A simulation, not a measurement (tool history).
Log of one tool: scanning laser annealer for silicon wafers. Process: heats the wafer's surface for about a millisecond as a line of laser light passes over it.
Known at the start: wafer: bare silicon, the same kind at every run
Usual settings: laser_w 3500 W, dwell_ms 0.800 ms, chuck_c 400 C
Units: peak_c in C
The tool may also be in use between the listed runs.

{"run": 1, "hour": 0.0, "laser_w": 3500, "dwell_ms": 0.8, "chuck_c": 400, "peak_c": 1137}
{"hour": 65.4, "done": "window over the wafer cleaned"}
{"run": 2, "hour": 69.8, "laser_w": 3500, "dwell_ms": 0.8, "chuck_c": 400, "peak_c": 1142}
{"run": 3, "hour": 101.3, "laser_w": 3500, "dwell_ms": 0.8, "chuck_c": 400, "peak_c": 1139}
{"run": 4, "hour": 148.9, "laser_w": 3500, "dwell_ms": 0.8, "chuck_c": 400, "peak_c": 1143}
{"run": 5, "hour": 180.4, "laser_w": 3500, "dwell_ms": 0.8, "chuck_c": 400, "peak_c": 1145}
{"run": 6, "hour": 242.0, "laser_w": 3500, "dwell_ms": 0.8, "chuck_c": 400, "peak_c": 1142}
{"run": 7, "hour": 301.7, "laser_w": 3500, "dwell_ms": 0.8, "chuck_c": 400, "peak_c": 1141}
{"run": 8, "hour": 366.7, "laser_w": 3500, "dwell_ms": 0.8, "chuck_c": 400, "peak_c": 1143}
{"run": 9, "hour": 412.2, "laser_w": 3500, "dwell_ms": 0.64, "chuck_c": 400, "peak_c": 1055}
{"run": 10, "hour": 460.5, "laser_w": 3500, "dwell_ms": 0.64, "chuck_c": 400, "peak_c": 1053}
{"run": 11, "hour": 530.7, "laser_w": 3500, "dwell_ms": 0.64, "chuck_c": 440, "peak_c": 1097}
{"run": 12, "hour": 570.4, "laser_w": 3500, "dwell_ms": 0.8, "chuck_c": 400, "peak_c": 1140}
{"run": 13, "hour": 644.3, "laser_w": 3500, "dwell_ms": 0.8, "chuck_c": 400, "peak_c": 1137}
{"run": 14, "hour": 704.6, "laser_w": 3500, "dwell_ms": 0.9, "chuck_c": 400, "peak_c": 1192}
{"run": 15, "hour": 766.1, "laser_w": 3500, "dwell_ms": 0.8, "chuck_c": 366, "peak_c": 1109}
{"run": 16, "hour": 815.5, "laser_w": 3500, "dwell_ms": 0.8, "chuck_c": 366, "peak_c": 1110}
{"run": 17, "hour": 890.3, "laser_w": 3500, "dwell_ms": 0.8, "chuck_c": 366, "peak_c": 1109}
{"run": 18, "hour": 922.7, "laser_w": 3500, "dwell_ms": 0.8, "chuck_c": 366, "peak_c": 1105}
{"run": 19, "hour": 987.1, "laser_w": 3500, "dwell_ms": 0.8, "chuck_c": 366, "peak_c": 1107}
{"run": 20, "hour": 1040.8, "laser_w": 3500, "dwell_ms": 0.8, "chuck_c": 366, "peak_c": 1104}
{"run": 21, "hour": 1082.9, "laser_w": 3500, "dwell_ms": 0.8, "chuck_c": 366, "peak_c": 1108}
{"run": 22, "hour": 1130.1, "laser_w": 3500, "dwell_ms": 0.8, "chuck_c": 366, "peak_c": 1107}
{"run": 23, "hour": 1203.4, "laser_w": 3500, "dwell_ms": 0.8, "chuck_c": 366, "peak_c": 1105}
{"run": 24, "hour": 1256.4, "laser_w": 3500, "dwell_ms": 0.8, "chuck_c": 366, "peak_c": 1104}
{"run": 25, "hour": 1330.2, "laser_w": 3176, "dwell_ms": 0.8, "chuck_c": 368, "peak_c": 1037}
{"run": 26, "hour": 1378.2, "laser_w": 3106, "dwell_ms": 0.8, "chuck_c": 432, "peak_c": 1091}
{"hour": 1390.7, "done": "optics aligned, line set to its width"}
{"run": 27, "hour": 1422.6, "laser_w": 3449, "dwell_ms": 0.61, "chuck_c": 385, "peak_c": 1010}
{"run": 28, "hour": 1453.9, "laser_w": 3133, "dwell_ms": 0.752, "chuck_c": 400, "peak_c": 1041}
{"run": 29, "hour": 1515.8, "laser_w": 3103, "dwell_ms": 0.699, "chuck_c": 362, "peak_c": 971}
{"run": 30, "hour": 1586.5, "laser_w": 3500, "dwell_ms": 0.629, "chuck_c": 375, "peak_c": 1022}
{"run": 31, "hour": 1641.7, "laser_w": 3779, "dwell_ms": 0.8, "chuck_c": 400, "peak_c": 1201}
{"run": 32, "hour": 1701.4, "laser_w": 3547, "dwell_ms": 0.675, "chuck_c": 395, "peak_c": 1078}
{"run": 33, "hour": 1734.3, "laser_w": 3128, "dwell_ms": 0.675, "chuck_c": 430, "peak_c": 1033}
{"run": 34, "hour": 1785.6, "laser_w": 3576, "dwell_ms": 0.675, "chuck_c": 437, "peak_c": 1124}
{"run": 35, "hour": 1844.9, "laser_w": 3339, "dwell_ms": 0.675, "chuck_c": 433, "peak_c": 1076}
{"run": 36, "hour": 1876.8, "laser_w": 3339, "dwell_ms": 0.675, "chuck_c": 433, "peak_c": 1074}
{"run": 37, "hour": 1921.0, "laser_w": 3189, "dwell_ms": 0.68, "chuck_c": 400, "peak_c": 1017}
{"run": 38, "hour": 1955.6, "laser_w": 3500, "dwell_ms": 0.616, "chuck_c": 375, "peak_c": 1016}
{"hour": 1969.3, "done": "window over the wafer cleaned"}
{"run": 39, "hour": 2031.7, "laser_w": 3500, "dwell_ms": 0.616, "chuck_c": 375, "peak_c": 1019}
{"run": 40, "hour": 2088.0, "laser_w": 3500, "dwell_ms": 0.616, "chuck_c": 375, "peak_c": 1019}
{"run": 41, "hour": 2121.2, "laser_w": 3337, "dwell_ms": 0.802, "chuck_c": 388, "peak_c": 1096}
{"run": 42, "hour": 2153.8, "laser_w": 3421, "dwell_ms": 0.802, "chuck_c": 388, "peak_c": 1113}

3 ways to go on from here, each from the tool as it stands after run 42. What would each give?
{"run": "A", "hour": 2199.3, "laser_w": 3421, "dwell_ms": 0.802, "chuck_c": 412, "peak_c": "?"}
{"run": "B", "hour": 2199.3, "laser_w": 3500, "dwell_ms": 0.8, "chuck_c": 401, "peak_c": "?"}
{"run": "C", "hour": 2199.3, "laser_w": 3173, "dwell_ms": 0.774, "chuck_c": 388, "peak_c": "?"}

run=A peak_c=1137
run=B peak_c=1142
run=C peak_c=1049
Without the tool's hidden state the same runs would have given:
run=A peak_c=1138
run=B peak_c=1143
run=C peak_c=1049
